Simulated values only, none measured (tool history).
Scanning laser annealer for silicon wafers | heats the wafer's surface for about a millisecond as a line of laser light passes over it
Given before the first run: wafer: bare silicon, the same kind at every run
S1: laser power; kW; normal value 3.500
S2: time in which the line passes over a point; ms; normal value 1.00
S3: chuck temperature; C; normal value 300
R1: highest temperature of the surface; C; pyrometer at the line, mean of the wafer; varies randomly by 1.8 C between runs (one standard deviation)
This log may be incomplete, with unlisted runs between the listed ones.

run	hour	S1	S2	S3	R1
1	0.0	3.500	1.00	300	1011
2	6.5	3.500	1.00	300	1013
3	12.1	3.500	1.00	300	1010
4	21.3	3.500	1.00	300	1014
5	28.8	3.500	1.00	300	1015
6	36.4	3.500	1.00	300	1012
7	43.2	3.500	1.00	300	1013
8	50.1	3.500	1.00	300	1013
9	57.4	3.500	1.00	300	1011
# hour 63.3: optics aligned, line set to its width
10	67.8	3.500	1.00	300	1012
11	76.2	3.675	1.05	324	1092
# hour 84.1: optics aligned, line set to its width, once more
12	86.7	3.675	1.22	268	1105
13	91.4	3.354	0.82	296	912
14	96.7	3.354	0.82	296	912
15	103.4	3.354	0.82	296	911
16	107.4	3.727	0.72	284	925
17	114.5	3.500	1.00	325	1040
18	121.3	3.684	1.04	325	1091
19	125.8	3.380	0.82	269	885

Selected run-to-run steps in R1, each split into two signed amounts: the part the tool would show with no hidden state at all (from settings, incoming material and random variation), and the remainder, which goes to the hidden state together with any gauge scatter not common to the measured and the hidden-state-free results:
The tool's hidden condition here consists of: light that passes the window, % of a clean one's; laser's true power over the reading, %; width of the line over the set one, %; drift of the gauge itself on peak_c, C.
Run 11 -> 12: S2 1.05 -> 1.22, S3 324 -> 268, optics aligned, line set to its width, once more. R1 +13 C: hidden state +4, all else +9.
Run 18 -> 19: S1 3.684 -> 3.380, S2 1.04 -> 0.82, S3 325 -> 269. R1 -206 C: hidden state +1, all else -207.

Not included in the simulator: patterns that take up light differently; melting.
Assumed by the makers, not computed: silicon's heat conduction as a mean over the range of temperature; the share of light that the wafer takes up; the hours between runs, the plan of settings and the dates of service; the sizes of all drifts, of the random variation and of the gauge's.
